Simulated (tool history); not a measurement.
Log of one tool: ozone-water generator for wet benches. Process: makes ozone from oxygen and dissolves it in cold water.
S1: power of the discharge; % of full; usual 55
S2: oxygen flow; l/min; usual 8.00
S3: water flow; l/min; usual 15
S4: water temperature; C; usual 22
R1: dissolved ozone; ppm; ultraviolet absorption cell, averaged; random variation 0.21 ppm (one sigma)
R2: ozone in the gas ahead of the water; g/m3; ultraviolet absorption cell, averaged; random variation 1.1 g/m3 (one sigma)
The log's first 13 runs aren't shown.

| run | hour | S1 | S2 | S3 | S4 | R1 | R2 |
|---|---|---|---|---|---|---|---|
| 14 | 1850.2 | 55 | 8.00 | 15 | 22 | 30.1 | 205.6 |
| 15 | 1998.7 | 55 | 8.00 | 15 | 22 | 30.6 | 205.3 |
| 16 | 2113.4 | 55 | 4.35 | 15 | 22 | 28.6 | 247.7 |
| 17 | 2302.6 | 45 | 4.35 | 15 | 22 | 26.0 | 225.6 |
|  | 2379.9 | water thermometer calibrated |
| 18 | 2428.2 | 55 | 8.00 | 13 | 25 | 30.9 | 206.0 |
| 19 | 2574.5 | 55 | 8.00 | 13 | 25 | 30.7 | 204.7 |
| 20 | 2703.3 | 63 | 12.15 | 22 | 24 | 24.0 | 192.3 |
| 21 | 2806.7 | 55 | 4.94 | 10 | 22 | 37.8 | 237.8 |
| 22 | 2911.9 | 55 | 4.05 | 15 | 22 | 28.5 | 255.9 |
| 23 | 3085.4 | 49 | 4.05 | 22 | 22 | 19.1 | 242.5 |
| 24 | 3172.8 | 50 | 9.42 | 18 | 22 | 25.9 | 184.1 |
| 25 | 3282.7 | 50 | 9.42 | 18 | 22 | 25.8 | 184.9 |
| 26 | 3480.6 | 94 | 11.18 | 11 | 20 | 48.4 | 239.5 |
|  | 3545.5 | contactor cleaned |
| 27 | 3653.3 | 94 | 11.18 | 15 | 15 | 46.0 | 238.1 |
| 28 | 3847.0 | 57 | 4.32 | 22 | 21 | 21.4 | 255.6 |
| 29 | 3991.2 | 55 | 14.28 | 15 | 14 | 35.5 | 170.4 |
| 30 | 4086.7 | 86 | 6.93 | 12 | 18 | 46.6 | 267.8 |
|  | 4185.7 | electrodes of the discharge changed |
| 31 | 4192.0 | 52 | 13.03 | 18 | 21 | 26.9 | 168.0 |
| 32 | 4335.0 | 52 | 5.69 | 12 | 21 | 33.7 | 224.9 |

Forecast each of these 3 alternatives for the next run:
| A | 4425.7 | 55 | 8.00 | 15 | 17 | ? | ? |
| B | 4425.7 | 78 | 5.69 | 19 | 21 | ? | ? |
| C | 4425.7 | 94 | 5.94 | 15 | 22 | ? | ? |

| run | R1 | R2 |
|---|---|---|
| A | 33.5 | 204.9 |
| B | 30.3 | 272.6 |
| C | 38.9 | 298.0 |
Without the tool's hidden state the same runs would have given:
| run | R1 | R2 |
|---|---|---|
| A | 33.5 | 204.9 |
| B | 30.3 | 272.7 |
| C | 38.9 | 298.0 |
